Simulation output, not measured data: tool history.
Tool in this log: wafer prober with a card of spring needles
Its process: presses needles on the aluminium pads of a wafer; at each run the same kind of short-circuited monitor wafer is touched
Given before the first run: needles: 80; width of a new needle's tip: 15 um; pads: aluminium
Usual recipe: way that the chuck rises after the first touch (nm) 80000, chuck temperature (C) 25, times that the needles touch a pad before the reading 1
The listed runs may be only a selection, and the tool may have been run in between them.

| run | hour | way that the chuck rises after the first touch (nm) | chuck temperature (C) | times that the needles touch a pad before the reading | resistance of one needle with its contact and lead (mohm) | way that a needle slides on the pad (nm) |
|---|---|---|---|---|---|---|
| 1 | 0.0 | 80000 | 25 | 1 | 289 | 11120 |
| 2 | 24.0 | 80000 | 25 | 1 | 314 | 11080 |
| 3 | 50.4 | 80000 | 25 | 1 | 299 | 11060 |
| 4 | 75.4 | 80000 | 25 | 1 | 308 | 11080 |
| 5 | 104.9 | 80000 | 25 | 1 | 296 | 11040 |
| 6 | 136.9 | 80000 | 25 | 1 | 302 | 11020 |
| 7 | 174.7 | 61000 | 25 | 1 | 336 | 8330 |
| 8 | 206.2 | 80000 | 87 | 1 | 315 | 10990 |
| 9 | 239.3 | 80000 | 87 | 1 | 320 | 11220 |
| 10 | 275.5 | 80000 | 87 | 3 | 299 | 11210 |
| 11 | 297.4 | 80000 | 25 | 1 | 300 | 11200 |
| 12 | 314.4 | 80000 | 25 | 1 | 286 | 11190 |
| 13 | 339.0 | 80000 | 25 | 1 | 297 | 11200 |
| 14 | 366.5 | 80000 | 25 | 1 | 303 | 11160 |
| 15 | 405.3 | 80000 | 25 | 1 | 306 | 11130 |
| 16 | 433.9 | 80000 | 25 | 1 | 273 | 11120 |
| 17 | 464.6 | 69000 | 25 | 2 | 295 | 9580 |
| 18 | 488.9 | 86000 | 90 | 3 | 301 | 11930 |
| 19 | 520.6 | 86000 | 90 | 3 | 293 | 11930 |
| 20 | 555.4 | 80000 | 52 | 2 | 305 | 11070 |
| 21 | 593.4 | 80000 | 69 | 1 | 317 | 11040 |
| 22 | 626.5 | 70000 | 55 | 3 | 291 | 9630 |
| 23 | 643.1 | 70000 | 118 | 1 | 307 | 9600 |
| 24 | 673.6 | 86000 | 118 | 3 | 309 | 12060 |
| 25 | 700.1 | 83000 | 122 | 2 | 323 | 11640 |
| 26 | 723.7 | 83000 | 122 | 2 | 320 | 11660 |
| 27 | 745.2 | 83000 | 122 | 2 | 324 | 11620 |
| 28 | 775.5 | 90000 | 33 | 2 | 282 | 12580 |
| 29 | 802.3 | 90000 | 33 | 2 | 290 | 12560 |
| 30 | 830.4 | 90000 | 26 | 2 | 290 | 12580 |
| 31 | 863.8 | 84000 | 97 | 3 | 308 | 11670 |

Put back what was entered between runs (44 entries, withheld): which listed runs does each sit between, and how does the hidden state differ from the listed run before to the listed run after?
Runs 1 to 2: tips cleaned on abrasive film (hour 14.7)
  debris on the tips, nm: 48.7 -> 102.9; way that the needles fall short of the set height, um: 0.78 -> 1.21; tips' diameter, um: 16.25 -> 16.65
  measured less the result without the state, resistance of one needle with its contact and lead (mohm): +20 -> +43; way that a needle slides on the pad (nm): -110 -> -170
Runs 2 to 3: tips cleaned on abrasive film (hour 34.7)
  debris on the tips, nm: 102.9 -> 87.7; way that the needles fall short of the set height, um: 1.21 -> 1.27; tips' diameter, um: 16.65 -> 16.67
  measured less the result without the state, resistance of one needle with its contact and lead (mohm): +43 -> +36; way that a needle slides on the pad (nm): -170 -> -180
Runs 3 to 4: tips cleaned on abrasive film (hour 56.7)
  debris on the tips, nm: 87.7 -> 91.9; way that the needles fall short of the set height, um: 1.27 -> 1.35; tips' diameter, um: 16.67 -> 16.7
  measured less the result without the state, resistance of one needle with its contact and lead (mohm): +36 -> +39; way that a needle slides on the pad (nm): -180 -> -190
Runs 4 to 5: tips cleaned on abrasive film (hour 78.4); tips cleaned on abrasive film (hour 98.6)
  debris on the tips, nm: 91.9 -> 62.3; way that the needles fall short of the set height, um: 1.35 -> 1.5; tips' diameter, um: 16.7 -> 16.75
  measured less the result without the state, resistance of one needle with its contact and lead (mohm): +39 -> +27; way that a needle slides on the pad (nm): -190 -> -210
Runs 5 to 6: tips cleaned on abrasive film (hour 118.8)
  debris on the tips, nm: 62.3 -> 91.5; way that the needles fall short of the set height, um: 1.5 -> 1.59; tips' diameter, um: 16.75 -> 16.78
  measured less the result without the state, resistance of one needle with its contact and lead (mohm): +27 -> +39; way that a needle slides on the pad (nm): -210 -> -230
Runs 6 to 7: tips cleaned on abrasive film (hour 138.6); tips cleaned on abrasive film (hour 159.1)
  debris on the tips, nm: 91.5 -> 84; way that the needles fall short of the set height, um: 1.59 -> 1.75; tips' diameter, um: 16.78 -> 16.84
  measured less the result without the state, resistance of one needle with its contact and lead (mohm): +39 -> +60; way that a needle slides on the pad (nm): -230 -> -250
Runs 7 to 8: tips cleaned on abrasive film (hour 179.7); tips cleaned on abrasive film (hour 199.8)
  debris on the tips, nm: 84 -> 63.7; way that the needles fall short of the set height, um: 1.75 -> 1.87; tips' diameter, um: 16.84 -> 16.88
  measured less the result without the state, resistance of one needle with its contact and lead (mohm): +60 -> +26; way that a needle slides on the pad (nm): -250 -> -260
Runs 8 to 9: height of the first contact set anew (hour 218.9); tips cleaned on abrasive film (hour 222.1); tips cleaned on abrasive film, once more (hour 225.2)
  debris on the tips, nm: 63.7 -> 87.6; way that the needles fall short of the set height, um: 1.87 -> 0.16; tips' diameter, um: 16.88 -> 16.93
  measured less the result without the state, resistance of one needle with its contact and lead (mohm): +26 -> +33; way that a needle slides on the pad (nm): -260 -> -20
Runs 9 to 10: tips cleaned on abrasive film (hour 245.3); tips cleaned on abrasive film (hour 266.8)
  debris on the tips, nm: 87.6 -> 72.9; way that the needles fall short of the set height, um: 0.16 -> 0.3; tips' diameter, um: 16.93 -> 16.98
  measured less the result without the state, resistance of one needle with its contact and lead (mohm): +33 -> +12; way that a needle slides on the pad (nm): -20 -> -40
Runs 10 to 11: tips cleaned on abrasive film (hour 289.0)
  debris on the tips, nm: 72.9 -> 73.4; way that the needles fall short of the set height, um: 0.3 -> 0.38; tips' diameter, um: 16.98 -> 17.01
  measured less the result without the state, resistance of one needle with its contact and lead (mohm): +12 -> +31; way that a needle slides on the pad (nm): -40 -> -50
Runs 11 to 12: tips cleaned on abrasive film (hour 309.5)
  debris on the tips, nm: 73.4 -> 43.9; way that the needles fall short of the set height, um: 0.38 -> 0.46; tips' diameter, um: 17.01 -> 17.04
  measured less the result without the state, resistance of one needle with its contact and lead (mohm): +31 -> +19; way that a needle slides on the pad (nm): -50 -> -70
Runs 12 to 13: tips cleaned on abrasive film (hour 330.8)
  debris on the tips, nm: 43.9 -> 66.1; way that the needles fall short of the set height, um: 0.46 -> 0.54; tips' diameter, um: 17.04 -> 17.07
  measured less the result without the state, resistance of one needle with its contact and lead (mohm): +19 -> +28; way that a needle slides on the pad (nm): -70 -> -70
Runs 13 to 14: tips cleaned on abrasive film (hour 352.2)
  debris on the tips, nm: 66.1 -> 80; way that the needles fall short of the set height, um: 0.54 -> 0.63; tips' diameter, um: 17.07 -> 17.1
  measured less the result without the state, resistance of one needle with its contact and lead (mohm): +28 -> +35; way that a needle slides on the pad (nm): -70 -> -90
Runs 14 to 15: tips cleaned on abrasive film (hour 373.0); tips cleaned on abrasive film (hour 393.6)
  debris on the tips, nm: 80 -> 76.2; way that the needles fall short of the set height, um: 0.63 -> 0.76; tips' diameter, um: 17.1 -> 17.15
  measured less the result without the state, resistance of one needle with its contact and lead (mohm): +35 -> +34; way that a needle slides on the pad (nm): -90 -> -110
Runs 15 to 16: tips cleaned on abrasive film (hour 414.1); tips cleaned on abrasive film (hour 433.9)
  debris on the tips, nm: 76.2 -> 9.8; way that the needles fall short of the set height, um: 0.76 -> 0.91; tips' diameter, um: 17.15 -> 17.2
  measured less the result without the state, resistance of one needle with its contact and lead (mohm): +34 -> +6; way that a needle slides on the pad (nm): -110 -> -120
Runs 16 to 17: tips cleaned on abrasive film (hour 454.1)
  debris on the tips, nm: 9.8 -> 75.6; way that the needles fall short of the set height, um: 0.91 -> 0.98; tips' diameter, um: 17.2 -> 17.22
  measured less the result without the state, resistance of one needle with its contact and lead (mohm): +6 -> +27; way that a needle slides on the pad (nm): -120 -> -140
Runs 17 to 18: tips cleaned on abrasive film (hour 474.7)
  debris on the tips, nm: 75.6 -> 88.3; way that the needles fall short of the set height, um: 0.98 -> 1.06; tips' diameter, um: 17.22 -> 17.25
  measured less the result without the state, resistance of one needle with its contact and lead (mohm): +27 -> +12; way that a needle slides on the pad (nm): -140 -> -150
Runs 18 to 19: tips cleaned on abrasive film (hour 494.6); tips cleaned on abrasive film (hour 514.7)
  debris on the tips, nm: 88.3 -> 57.5; way that the needles fall short of the set height, um: 1.06 -> 1.21; tips' diameter, um: 17.25 -> 17.3
  measured less the result without the state, resistance of one needle with its contact and lead (mohm): +12 -> +9; way that a needle slides on the pad (nm): -150 -> -170
Runs 19 to 20: tips cleaned on abrasive film (hour 536.7)
  debris on the tips, nm: 57.5 -> 93.1; way that the needles fall short of the set height, um: 1.21 -> 1.3; tips' diameter, um: 17.3 -> 17.33
  measured less the result without the state, resistance of one needle with its contact and lead (mohm): +9 -> +25; way that a needle slides on the pad (nm): -170 -> -180
Runs 20 to 21: tips cleaned on abrasive film (hour 558.0); tips cleaned on abrasive film (hour 580.2)
  debris on the tips, nm: 93.1 -> 81.1; way that the needles fall short of the set height, um: 1.3 -> 1.48; tips' diameter, um: 17.33 -> 17.4
  measured less the result without the state, resistance of one needle with its contact and lead (mohm): +25 -> +35; way that a needle slides on the pad (nm): -180 -> -200
Runs 21 to 22: tips cleaned on abrasive film (hour 602.5); tips cleaned on abrasive film (hour 622.2)
  debris on the tips, nm: 81.1 -> 49.9; way that the needles fall short of the set height, um: 1.48 -> 1.66; tips' diameter, um: 17.4 -> 17.46
  measured less the result without the state, resistance of one needle with its contact and lead (mohm): +35 -> +12; way that a needle slides on the pad (nm): -200 -> -230
Runs 22 to 23: tips cleaned on abrasive film (hour 642.7)
  debris on the tips, nm: 49.9 -> 13.5; way that the needles fall short of the set height, um: 1.66 -> 1.75; tips' diameter, um: 17.46 -> 17.49
  measured less the result without the state, resistance of one needle with its contact and lead (mohm): +12 -> +10; way that a needle slides on the pad (nm): -230 -> -250
Runs 23 to 24: height of the first contact set anew (hour 651.7); tips cleaned on abrasive film (hour 663.2)
  debris on the tips, nm: 13.5 -> 75.5; way that the needles fall short of the set height, um: 1.75 -> 0.09; tips' diameter, um: 17.49 -> 17.53
  measured less the result without the state, resistance of one needle with its contact and lead (mohm): +10 -> +11; way that a needle slides on the pad (nm): -250 -> -10
Runs 24 to 25: tips cleaned on abrasive film (hour 683.4)
  debris on the tips, nm: 75.5 -> 87.5; way that the needles fall short of the set height, um: 0.09 -> 0.19; tips' diameter, um: 17.53 -> 17.56
  measured less the result without the state, resistance of one needle with its contact and lead (mohm): +11 -> +21; way that a needle slides on the pad (nm): -10 -> -30
Runs 25 to 26: tips cleaned on abrasive film (hour 706.3)
  debris on the tips, nm: 87.5 -> 89.5; way that the needles fall short of the set height, um: 0.19 -> 0.27; tips' diameter, um: 17.56 -> 17.59
  measured less the result without the state, resistance of one needle with its contact and lead (mohm): +21 -> +21; way that a needle slides on the pad (nm): -30 -> -40
Runs 26 to 27: tips cleaned on abrasive film (hour 726.8)
  debris on the tips, nm: 89.5 -> 91.2; way that the needles fall short of the set height, um: 0.27 -> 0.37; tips' diameter, um: 17.59 -> 17.62
  measured less the result without the state, resistance of one needle with its contact and lead (mohm): +21 -> +22; way that a needle slides on the pad (nm): -40 -> -50
Runs 27 to 28: tips cleaned on abrasive film (hour 748.4); tips cleaned on abrasive film (hour 769.2)
  debris on the tips, nm: 91.2 -> 53.7; way that the needles fall short of the set height, um: 0.37 -> 0.5; tips' diameter, um: 17.62 -> 17.67
  measured less the result without the state, resistance of one needle with its contact and lead (mohm): +22 -> +13; way that a needle slides on the pad (nm): -50 -> -70
Runs 28 to 29: tips cleaned on abrasive film (hour 791.9)
  debris on the tips, nm: 53.7 -> 76; way that the needles fall short of the set height, um: 0.5 -> 0.59; tips' diameter, um: 17.67 -> 17.7
  measured less the result without the state, resistance of one needle with its contact and lead (mohm): +13 -> +18; way that a needle slides on the pad (nm): -70 -> -80
Runs 29 to 30: tips cleaned on abrasive film (hour 812.7)
  debris on the tips, nm: 76 -> 90.4; way that the needles fall short of the set height, um: 0.59 -> 0.67; tips' diameter, um: 17.7 -> 17.73
  measured less the result without the state, resistance of one needle with its contact and lead (mohm): +18 -> +21; way that a needle slides on the pad (nm): -80 -> -100
Runs 30 to 31: tips cleaned on abrasive film (hour 833.3); tips cleaned on abrasive film (hour 853.0)
  debris on the tips, nm: 90.4 -> 75.3; way that the needles fall short of the set height, um: 0.67 -> 0.83; tips' diameter, um: 17.73 -> 17.78
  measured less the result without the state, resistance of one needle with its contact and lead (mohm): +21 -> +12; way that a needle slides on the pad (nm): -100 -> -110

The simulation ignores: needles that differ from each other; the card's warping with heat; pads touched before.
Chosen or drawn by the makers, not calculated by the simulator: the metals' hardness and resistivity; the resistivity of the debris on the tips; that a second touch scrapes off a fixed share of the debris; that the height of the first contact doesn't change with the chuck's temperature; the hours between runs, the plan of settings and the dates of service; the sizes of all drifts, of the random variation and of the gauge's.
